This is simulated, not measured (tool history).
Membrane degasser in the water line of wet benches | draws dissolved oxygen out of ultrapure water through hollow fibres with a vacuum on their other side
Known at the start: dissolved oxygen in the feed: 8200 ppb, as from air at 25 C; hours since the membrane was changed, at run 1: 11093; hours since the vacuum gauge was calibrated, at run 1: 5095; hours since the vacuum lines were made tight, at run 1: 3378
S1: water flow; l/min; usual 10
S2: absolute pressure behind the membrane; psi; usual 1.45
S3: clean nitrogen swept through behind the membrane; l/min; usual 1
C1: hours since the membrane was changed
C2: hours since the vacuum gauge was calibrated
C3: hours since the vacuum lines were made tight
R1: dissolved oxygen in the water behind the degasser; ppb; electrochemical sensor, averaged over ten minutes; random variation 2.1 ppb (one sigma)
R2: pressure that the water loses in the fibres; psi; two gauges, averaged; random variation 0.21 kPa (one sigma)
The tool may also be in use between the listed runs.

run    hour  S1    S2    S3     C1    C2    C3     R1      R2
  1       0  10  1.45     1  11093  5095  3378  249.7   7.706
  2   284.6  10  1.45   1.5  11378  5379  3662  195.8   7.774
      470.4  -- seals of the vacuum lines changed
  3   593.5  10  1.45   1.5  11685  5686   123  201.3   7.749
      659.8  -- membrane cartridge changed
      698.5  -- vacuum gauge calibrated
  4   822.3  10  1.45   1.5    162   124   347  158.5   7.027
  5  1055.5  10  2.42     1    395   357   581  355.1   7.075
  6    1226  10  2.42     1    566   528   751  360.6   7.039
  7  1500.6  10  2.42     1    840   802  1026  360.8   7.098
  8  1684.2  10  1.45     1   1024   986  1209  212.6    7.12
  9    1894  10  1.45   1.4   1234  1195  1419  172.6   7.059
 10  2047.4  10  1.45     1   1387  1349  1572  214.1   7.163
 11  2312.7  10  1.45     1   1652  1614  1838  218.3   7.159
 12  2480.4  10  1.45     1   1820  1782  2006  214.4   7.187
 13  2784.5  10  1.45     1   2124  2086  2310  215.7   7.133
 14    3068  10  1.45     1   2408  2369  2593  220.2   7.165
 15  3372.8  10  1.45     1   2713  2674  2898  218.5   7.205
 16  3630.1  10  1.45     1   2970  2932  3155  226.2   7.211
 17  3905.8   8  1.16   0.6   3246  3207  3431  187.8     5.8
 18  4145.3   8  1.16   0.6   3485  3447  3670  188.2   5.802
     4333.2  -- seals of the vacuum lines changed
 19    4437   8  1.16   0.6   3775  3737   104  187.8   5.836
 20  4726.2  10  1.26  0.46   4064  4026   393  327.1   7.343
 21  4940.4  10  2.64     1   4278  4240   607  407.3   7.342
 22  5113.4   6  2.64     1   4451  4413   780  239.6     4.4
 23    5414   6  2.64   2.1   4752  4713  1081  127.9   4.403
 24  5727.3   7  1.71     1   5065  5027  1394  174.3   5.123
 25  5925.5   7  3.31  2.16   5263  5225  1592  183.3   5.126
 26    6097  10  1.99  2.04   5435  5397  1764    193   7.342
 27  6311.4   7  1.45  1.29   5649  5611  1978    122   5.184
     6502.1  -- vacuum gauge calibrated
 28  6576.3  14  1.77  1.75   5914    74  2243  300.9  10.354
 29  6869.8   7  1.57  2.56   6207   368  2536   79.7   5.158
 30  6998.7  10  1.45  0.73   6336   497  2665  280.4    7.39
 31  7280.5  10  1.93  2.23   6618   778  2947  176.8   7.497

Forecast each of these 3 alternatives for the next run:
  A  7535.3  10  1.49     1  6873  1033  3202   ?   ?
  B  7535.3   8  2.28  1.28  6873  1033  3202   ?   ?
  C  7535.3  10  1.41  1.73  6873  1033  3202   ?   ?

run     R1     R2
  A  239.3  7.493
  B  228.4  5.964
  C  160.6  7.462
Without the tool's hidden state the same runs would have given:
run     R1     R2
  A    219  7.079
  B  213.6  5.633
  C  141.7  7.049
